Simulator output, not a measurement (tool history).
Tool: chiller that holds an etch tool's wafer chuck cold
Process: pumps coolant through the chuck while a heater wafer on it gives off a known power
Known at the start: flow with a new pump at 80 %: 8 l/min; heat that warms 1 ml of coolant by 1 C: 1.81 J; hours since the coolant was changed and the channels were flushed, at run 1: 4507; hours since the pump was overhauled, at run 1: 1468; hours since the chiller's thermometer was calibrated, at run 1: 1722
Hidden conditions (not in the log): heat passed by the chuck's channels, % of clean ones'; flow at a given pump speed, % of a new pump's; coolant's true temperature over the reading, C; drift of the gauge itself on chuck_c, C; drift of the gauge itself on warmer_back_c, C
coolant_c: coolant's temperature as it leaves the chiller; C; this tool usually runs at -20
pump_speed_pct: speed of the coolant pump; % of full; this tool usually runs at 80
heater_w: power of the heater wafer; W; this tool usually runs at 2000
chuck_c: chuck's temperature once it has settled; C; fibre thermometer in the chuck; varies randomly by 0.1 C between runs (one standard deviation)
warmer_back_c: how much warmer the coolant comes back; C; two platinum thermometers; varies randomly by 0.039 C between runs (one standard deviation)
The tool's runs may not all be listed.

| run | day | coolant_c | pump_speed_pct | heater_w | hours since the coolant was changed and the channels were flushed | hours since the pump was overhauled | hours since the chiller's thermometer was calibrated | chuck_c | warmer_back_c |
|---|---|---|---|---|---|---|---|---|---|
| 1 | 0 | -20 | 80 | 2000 | 4507 | 1468 | 1722 | 6.4 | 8.29 |
| 2 | 1.85 | -20 | 80 | 2000 | 4551 | 1513 | 1766 | 6.4 | 8.3 |
| 3 | 3.217 | -20 | 72 | 2000 | 4584 | 1546 | 1799 | 9.1 | 9.45 |
| 4 | 4.217 | -20 | 80 | 1035 | 4608 | 1570 | 1823 | -6.4 | 4.28 |
| 5 | 5.333 | -20 | 80 | 1035 | 4635 | 1596 | 1850 | -6.5 | 4.29 |
| 6 | 6.788 | -20 | 80 | 2000 | 4670 | 1631 | 1885 | 6.3 | 8.17 |
| 7 | 7.9 | -20 | 80 | 2088 | 4696 | 1658 | 1911 | 7.4 | 8.57 |
| 8 | 9.35 | -20 | 80 | 2088 | 4731 | 1693 | 1946 | 7.4 | 8.57 |
| 9 | 10.762 | -20 | 80 | 2591 | 4765 | 1727 | 1980 | 13.9 | 10.71 |
| 10 | 12.442 | -20 | 80 | 2591 | 4805 | 1767 | 2020 | 14.1 | 10.62 |
| 11 | 13.412 | -20 | 80 | 1641 | 4829 | 1790 | 2044 | 1.5 | 6.71 |
|  | 14.279 | chiller's thermometer calibrated |
| 12 | 14.767 | -20 | 80 | 1641 | 4860 | 1822 | 12 | 1.5 | 6.74 |
| 13 | 15.604 | -20 | 80 | 1641 | 4880 | 1842 | 32 | 1.6 | 6.72 |
| 14 | 16.942 | -20 | 80 | 1641 | 4912 | 1874 | 64 | 1.6 | 6.68 |
| 15 | 17.967 | -23 | 80 | 2000 | 4937 | 1899 | 88 | 3.2 | 8.24 |
| 16 | 19.108 | -23 | 80 | 2000 | 4964 | 1926 | 116 | 3.4 | 8.13 |
| 17 | 21.029 | -14 | 80 | 2000 | 5011 | 1972 | 162 | 12.3 | 8.17 |
| 18 | 22.504 | -24 | 67 | 1665 | 5046 | 2007 | 197 | 2 | 8.3 |
| 19 | 23.867 | -26 | 80 | 2313 | 5079 | 2040 | 230 | 4.2 | 9.44 |
| 20 | 25.633 | -12 | 75 | 2729 | 5121 | 2083 | 272 | 26.1 | 12 |
| 21 | 27.238 | -20 | 80 | 2346 | 5160 | 2121 | 311 | 10.9 | 9.54 |
| 22 | 28.25 | -21 | 68 | 1124 | 5184 | 2145 | 335 | -3.6 | 5.38 |
| 23 | 29.529 | -15 | 80 | 2000 | 5214 | 2176 | 366 | 11.2 | 8.08 |
| 24 | 30.458 | -26 | 70 | 2000 | 5237 | 2198 | 388 | 3.8 | 9.37 |
| 25 | 32.388 | -26 | 70 | 2000 | 5283 | 2245 | 435 | 3.7 | 9.51 |
| 26 | 33.404 | -26 | 70 | 2000 | 5307 | 2269 | 459 | 3.8 | 9.37 |
| 27 | 34.308 | -11 | 74 | 2836 | 5329 | 2291 | 481 | 29 | 12.63 |
| 28 | 35.158 | -14 | 84 | 1456 | 5350 | 2311 | 501 | 4.4 | 5.46 |
| 29 | 37.029 | -14 | 83 | 1441 | 5395 | 2356 | 546 | 4.5 | 5.45 |
| 30 | 38.392 | -14 | 83 | 1441 | 5427 | 2389 | 579 | 4.2 | 5.4 |
| 31 | 39.567 | -20 | 80 | 2811 | 5455 | 2417 | 607 | 17 | 11.37 |

Here are 4 independent what-if runs from the current tool condition. What would each one return?
| A | 41.121 | -22 | 96 | 2000 | 5493 | 2454 | 644 | ? | ? |
| B | 41.121 | -26 | 80 | 1001 | 5493 | 2454 | 644 | ? | ? |
| C | 41.121 | -20 | 69 | 2811 | 5493 | 2454 | 644 | ? | ? |
| D | 41.121 | -26 | 73 | 1225 | 5493 | 2454 | 644 | ? | ? |

| run | chuck_c | warmer_back_c |
|---|---|---|
| A | 0.1 | 6.4 |
| B | -12.8 | 3.8 |
| C | 22.4 | 13.53 |
| D | -8.4 | 5.35 |
The same runs, with their run-to-run variation unchanged, on a tool lacking any hidden condition would have given:
| run | chuck_c | warmer_back_c |
|---|---|---|
| A | 0.1 | 6.74 |
| B | -12.8 | 4.15 |
| C | 22.4 | 13.87 |
| D | -8.4 | 5.69 |
